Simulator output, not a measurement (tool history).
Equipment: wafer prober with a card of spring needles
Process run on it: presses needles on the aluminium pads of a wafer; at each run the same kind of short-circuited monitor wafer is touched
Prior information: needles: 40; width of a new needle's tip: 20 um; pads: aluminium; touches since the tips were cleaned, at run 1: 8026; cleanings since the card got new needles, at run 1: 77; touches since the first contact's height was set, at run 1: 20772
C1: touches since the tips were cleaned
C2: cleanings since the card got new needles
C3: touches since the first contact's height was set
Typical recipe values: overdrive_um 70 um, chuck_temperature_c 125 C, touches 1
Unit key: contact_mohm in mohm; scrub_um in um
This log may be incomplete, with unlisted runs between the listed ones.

{"run": 1, "hour": 0.0, "overdrive_um": 70, "chuck_temperature_c": 125, "touches": 1, "C1": 8026, "C2": 77, "C3": 20772, "contact_mohm": 172, "scrub_um": 10.868}
{"hour": 3.6, "done": "tips cleaned on abrasive film"}
{"hour": 38.3, "done": "tips cleaned on abrasive film"}
{"run": 2, "hour": 55.2, "overdrive_um": 70, "chuck_temperature_c": 125, "touches": 1, "C1": 4646, "C2": 79, "C3": 35954, "contact_mohm": 168, "scrub_um": 10.879}
{"hour": 70.8, "done": "tips cleaned on abrasive film"}
{"run": 3, "hour": 97.0, "overdrive_um": 70, "chuck_temperature_c": 125, "touches": 1, "C1": 7247, "C2": 80, "C3": 47483, "contact_mohm": 172, "scrub_um": 10.873}
{"hour": 108.3, "done": "tips cleaned on abrasive film"}
{"run": 4, "hour": 135.4, "overdrive_um": 70, "chuck_temperature_c": 125, "touches": 1, "C1": 7493, "C2": 81, "C3": 58067, "contact_mohm": 170, "scrub_um": 10.87}
{"hour": 141.6, "done": "tips cleaned on abrasive film"}
{"hour": 177.9, "done": "tips cleaned on abrasive film"}
{"hour": 183.0, "done": "height of the first contact set anew"}
{"run": 5, "hour": 186.5, "overdrive_um": 70, "chuck_temperature_c": 125, "touches": 1, "C1": 2292, "C2": 83, "C3": 965, "contact_mohm": 172, "scrub_um": 10.87}
{"hour": 211.9, "done": "tips cleaned on abrasive film"}
{"hour": 249.2, "done": "tips cleaned on abrasive film"}
{"run": 6, "hour": 250.0, "overdrive_um": 70, "chuck_temperature_c": 125, "touches": 1, "C1": 237, "C2": 85, "C3": 18459, "contact_mohm": 170, "scrub_um": 10.866}
{"hour": 282.9, "done": "tips cleaned on abrasive film"}
{"run": 7, "hour": 288.3, "overdrive_um": 72, "chuck_temperature_c": 125, "touches": 1, "C1": 1495, "C2": 86, "C3": 29008, "contact_mohm": 170, "scrub_um": 11.186}
{"hour": 313.9, "done": "tips cleaned on abrasive film"}
{"run": 8, "hour": 333.7, "overdrive_um": 68, "chuck_temperature_c": 39, "touches": 2, "C1": 5467, "C2": 87, "C3": 41514, "contact_mohm": 158, "scrub_um": 10.552}
{"hour": 345.0, "done": "tips cleaned on abrasive film"}
{"hour": 376.3, "done": "tips cleaned on abrasive film"}
{"run": 9, "hour": 393.4, "overdrive_um": 65, "chuck_temperature_c": 54, "touches": 3, "C1": 4713, "C2": 89, "C3": 57942, "contact_mohm": 157, "scrub_um": 10.094}
{"hour": 409.2, "done": "tips cleaned on abrasive film"}
{"run": 10, "hour": 436.0, "overdrive_um": 52, "chuck_temperature_c": 53, "touches": 3, "C1": 7404, "C2": 90, "C3": 69695, "contact_mohm": 165, "scrub_um": 8.062}
{"hour": 442.0, "done": "tips cleaned on abrasive film"}
{"hour": 442.3, "done": "height of the first contact set anew"}
{"hour": 479.6, "done": "tips cleaned on abrasive film"}
{"run": 11, "hour": 501.3, "overdrive_um": 71, "chuck_temperature_c": 125, "touches": 2, "C1": 5986, "C2": 92, "C3": 16271, "contact_mohm": 171, "scrub_um": 11.014}
{"hour": 515.6, "done": "tips cleaned on abrasive film"}
{"hour": 550.4, "done": "tips cleaned on abrasive film"}
{"run": 12, "hour": 574.0, "overdrive_um": 70, "chuck_temperature_c": 125, "touches": 1, "C1": 6508, "C2": 94, "C3": 36299, "contact_mohm": 174, "scrub_um": 10.863}

Describe how what the log doesn't record of the tool's condition differs between the last listed run preceding each entry between runs and the first listed run following it.
Run 1 -> run 2: tips cleaned on abrasive film (hour 3.6); tips cleaned on abrasive film (hour 38.3)
  debris on the tips, nm: 0.4 -> 0.3
Run 2 -> run 3: tips cleaned on abrasive film (hour 70.8)
  debris on the tips, nm: 0.3 -> 0.4
Run 3 -> run 4: tips cleaned on abrasive film (hour 108.3)
  nothing in the hidden state changes from one run to the other
Run 4 -> run 5: tips cleaned on abrasive film (hour 141.6); tips cleaned on abrasive film (hour 177.9); height of the first contact set anew (hour 183.0)
  debris on the tips, nm: 0.4 -> 0.2
Run 5 -> run 6: tips cleaned on abrasive film (hour 211.9); tips cleaned on abrasive film (hour 249.2)
  debris on the tips, nm: 0.2 -> 0.1
Run 6 -> run 7: tips cleaned on abrasive film (hour 282.9)
  debris on the tips, nm: 0.1 -> 0.2
Run 7 -> run 8: tips cleaned on abrasive film (hour 313.9)
  debris on the tips, nm: 0.2 -> 0.3
Run 8 -> run 9: tips cleaned on abrasive film (hour 345.0); tips cleaned on abrasive film (hour 376.3)
  nothing in the hidden state changes from one run to the other
Run 9 -> run 10: tips cleaned on abrasive film (hour 409.2)
  debris on the tips, nm: 0.3 -> 0.4
Run 10 -> run 11: tips cleaned on abrasive film (hour 442.0); height of the first contact set anew (hour 442.3); tips cleaned on abrasive film (hour 479.6)
  debris on the tips, nm: 0.4 -> 0.3
Run 11 -> run 12: tips cleaned on abrasive film (hour 515.6); tips cleaned on abrasive film (hour 550.4)
  debris on the tips, nm: 0.3 -> 0.4
